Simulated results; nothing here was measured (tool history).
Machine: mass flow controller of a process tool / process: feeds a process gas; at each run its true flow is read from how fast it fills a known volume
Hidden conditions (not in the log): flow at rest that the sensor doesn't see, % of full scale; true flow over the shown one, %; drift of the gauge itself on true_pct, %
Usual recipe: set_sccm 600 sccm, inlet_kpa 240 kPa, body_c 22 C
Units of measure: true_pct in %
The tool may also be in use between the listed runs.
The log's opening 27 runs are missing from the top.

run	hour	set_sccm	inlet_kpa	body_c	hours of work since the controller was set to zero	hours of work since the controller was changed	true_pct
28	3927.5	847	141	20	3008	3008	100.96
29	4027.8	847	141	20	3071	3071	101.11
30	4196.6	650	256	21	3177	3177	100.32
31	4340	452	157	22	3268	3268	100.56
32	4476.2	234	249	31	3353	3353	99.46
33	4578.8	234	249	22	3418	3418	99.96
34	4723.5	504	249	22	3509	3509	100.46
35	4806.2	321	188	25	3560	3560	100.44
36	4947	321	188	25	3649	3649	100.63
37	5053.9	600	197	23	3716	3716	100.98

Consider 3 possible next runs. They are alternatives, not a sequence: every one starts from the tool as it was left by run 37. What does each give?
A	5152.2	731	197	32	3778	3778	?
B	5152.2	121	145	26	3778	3778	?
C	5152.2	148	150	21	3778	3778	?

run	true_pct
A	100.89
B	100.54
C	100.78
With the hidden condition removed and each run's random variation left untouched, the same runs would have given:
run	true_pct
A	99.4
B	99.06
C	99.3
